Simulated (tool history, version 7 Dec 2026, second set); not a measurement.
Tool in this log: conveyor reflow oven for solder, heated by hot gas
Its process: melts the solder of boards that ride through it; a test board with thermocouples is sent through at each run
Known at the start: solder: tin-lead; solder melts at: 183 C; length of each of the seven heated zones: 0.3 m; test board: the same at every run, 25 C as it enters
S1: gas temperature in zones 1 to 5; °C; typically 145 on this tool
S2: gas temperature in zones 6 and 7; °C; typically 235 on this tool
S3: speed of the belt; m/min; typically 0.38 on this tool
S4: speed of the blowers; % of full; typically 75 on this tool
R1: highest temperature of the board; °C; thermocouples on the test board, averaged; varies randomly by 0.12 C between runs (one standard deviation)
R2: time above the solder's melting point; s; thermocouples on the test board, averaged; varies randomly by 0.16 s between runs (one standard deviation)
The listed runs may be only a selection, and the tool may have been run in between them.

run 1 hour=0 | S1=145 S2=235 S3=0.38 S4=75 | R1=225 R2=81.7
run 2 hour=13.3 | S1=145 S2=235 S3=0.38 S4=75 | R1=225 R2=81.7
-- hour=24.3 thermocouples of zones 6 and 7 changed
run 3 hour=38.7 | S1=145 S2=235 S3=0.38 S4=75 | R1=222.2 R2=79.2
run 4 hour=63.5 | S1=145 S2=235 S3=0.38 S4=75 | R1=222.1 R2=79.5
-- hour=70.6 flux residue cleaned out of gas plates and filters
run 5 hour=85.1 | S1=145 S2=235 S3=0.38 S4=75 | R1=224.1 R2=81.1
run 6 hour=107.5 | S1=145 S2=235 S3=0.38 S4=75 | R1=224.3 R2=80.9
run 7 hour=128 | S1=145 S2=235 S3=0.38 S4=75 | R1=224.2 R2=81.2
run 8 hour=149.7 | S1=145 S2=235 S3=0.38 S4=75 | R1=223.9 R2=81.3
run 9 hour=173.2 | S1=145 S2=235 S3=0.38 S4=75 | R1=224.1 R2=81.5
run 10 hour=202.2 | S1=145 S2=235 S3=0.38 S4=75 | R1=224.2 R2=81.5
run 11 hour=232.1 | S1=145 S2=235 S3=0.38 S4=75 | R1=224 R2=81.2
run 12 hour=247.8 | S1=145 S2=235 S3=0.38 S4=75 | R1=224 R2=81
run 13 hour=267.3 | S1=145 S2=235 S3=0.38 S4=75 | R1=223.9 R2=81
run 14 hour=294.8 | S1=145 S2=235 S3=0.38 S4=75 | R1=223.8 R2=81
run 15 hour=319.9 | S1=145 S2=235 S3=0.38 S4=75 | R1=223.8 R2=80.9
run 16 hour=337.2 | S1=145 S2=245 S3=0.38 S4=51 | R1=227.2 R2=82.9
run 17 hour=350 | S1=145 S2=242 S3=0.333 S4=81 | R1=234.2 R2=100.2
run 18 hour=366.9 | S1=145 S2=230 S3=0.38 S4=75 | R1=219.1 R2=77.4
run 19 hour=393.3 | S1=159 S2=230 S3=0.426 S4=58 | R1=215.3 R2=71.5
run 20 hour=418.6 | S1=154 S2=248 S3=0.38 S4=75 | R1=236.6 R2=93.1
run 21 hour=437.7 | S1=154 S2=248 S3=0.38 S4=75 | R1=236.6 R2=93.6
run 22 hour=451.2 | S1=154 S2=232 S3=0.426 S4=75 | R1=219.3 R2=72.8
run 23 hour=478.9 | S1=154 S2=232 S3=0.426 S4=75 | R1=219.1 R2=72.7
run 24 hour=500.2 | S1=154 S2=249 S3=0.426 S4=51 | R1=228 R2=78.2
run 25 hour=525.9 | S1=154 S2=249 S3=0.426 S4=51 | R1=227.9 R2=78.8
run 26 hour=539.8 | S1=154 S2=249 S3=0.426 S4=51 | R1=227.8 R2=78.7
run 27 hour=563.9 | S1=153 S2=246 S3=0.315 S4=65 | R1=237.5 R2=112.8
run 28 hour=577.8 | S1=137 S2=231 S3=0.408 S4=57 | R1=211.9 R2=60.2
run 29 hour=607.5 | S1=145 S2=233 S3=0.38 S4=75 | R1=221.6 R2=79.7
run 30 hour=634.1 | S1=145 S2=233 S3=0.38 S4=75 | R1=221.5 R2=79.6

Below are 4 alternative next runs, each starting from the tool's condition after run 30. Predict each:
-- hour=647.8 flux residue cleaned out of gas plates and filters
run A hour=656.8 | S1=149 S2=235 S3=0.38 S4=75 | R1=? R2=?
-- hour=647.8 flux residue cleaned out of gas plates and filters
run B hour=656.8 | S1=145 S2=235 S3=0.38 S4=59 | R1=? R2=?
-- hour=647.8 flux residue cleaned out of gas plates and filters
run C hour=656.8 | S1=155 S2=230 S3=0.38 S4=85 | R1=? R2=?
-- hour=647.8 flux residue cleaned out of gas plates and filters
run D hour=656.8 | S1=145 S2=235 S3=0.38 S4=75 | R1=? R2=?

run=A R1=226.1 R2=84.7
run=B R1=222 R2=79.7
run=C R1=223.4 R2=86.3
run=D R1=225.4 R2=82.8
Had the tool no hidden state, the same runs would have come out as:
run=A R1=225 R2=83.3
run=B R1=220.9 R2=78.2
run=C R1=222.4 R2=85
run=D R1=224.4 R2=81.4

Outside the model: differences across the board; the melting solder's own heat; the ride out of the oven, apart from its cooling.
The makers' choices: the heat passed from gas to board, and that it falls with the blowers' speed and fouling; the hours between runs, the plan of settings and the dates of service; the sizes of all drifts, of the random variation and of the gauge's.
